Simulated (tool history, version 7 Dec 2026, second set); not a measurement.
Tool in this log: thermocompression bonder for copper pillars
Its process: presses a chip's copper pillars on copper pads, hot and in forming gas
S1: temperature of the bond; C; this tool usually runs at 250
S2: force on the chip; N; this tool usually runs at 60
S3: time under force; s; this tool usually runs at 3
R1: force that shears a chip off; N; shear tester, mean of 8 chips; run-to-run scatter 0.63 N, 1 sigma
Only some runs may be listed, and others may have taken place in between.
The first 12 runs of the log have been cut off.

Run 13, hour 474.7: usual settings but S3 2 s. Result: R1 51.7 N.
At hour 496.2: forming gas filter changed.
Run 14, hour 504.5: usual settings but S3 2 s. Result: R1 55.7 N.
Run 15, hour 538.7: usual settings but S3 2 s. Result: R1 55.1 N.
Run 16, hour 561.0: usual settings but S3 2 s. Result: R1 53.3 N.
Run 17, hour 594.8: usual settings but S1 229 C, S3 2 s. Result: R1 39.0 N.
Run 18, hour 627.9: usual settings but S1 229 C, S2 44 N, S3 2 s. Result: R1 27.2 N.
Run 19, hour 654.8: usual settings but S1 229 C, S2 44 N, S3 2 s. Result: R1 26.4 N.
At hour 670.7: forming gas filter changed.
Run 20, hour 686.6: usual settings but S1 262 C, S2 89 N. Result: R1 97.3 N.
Run 21, hour 731.4: usual settings but S1 262 C, S2 89 N. Result: R1 97.1 N.

What does the tool deliver on the next run?
Run 22, hour 764.0: usual settings but S1 262 C, S2 37 N, S3 2 s. Result: R1 ?.

Logged for run 22: R1 39.1 N.
If the tool had no hidden condition, the same run with the same run-to-run variation would have returned R1 44.5 N.
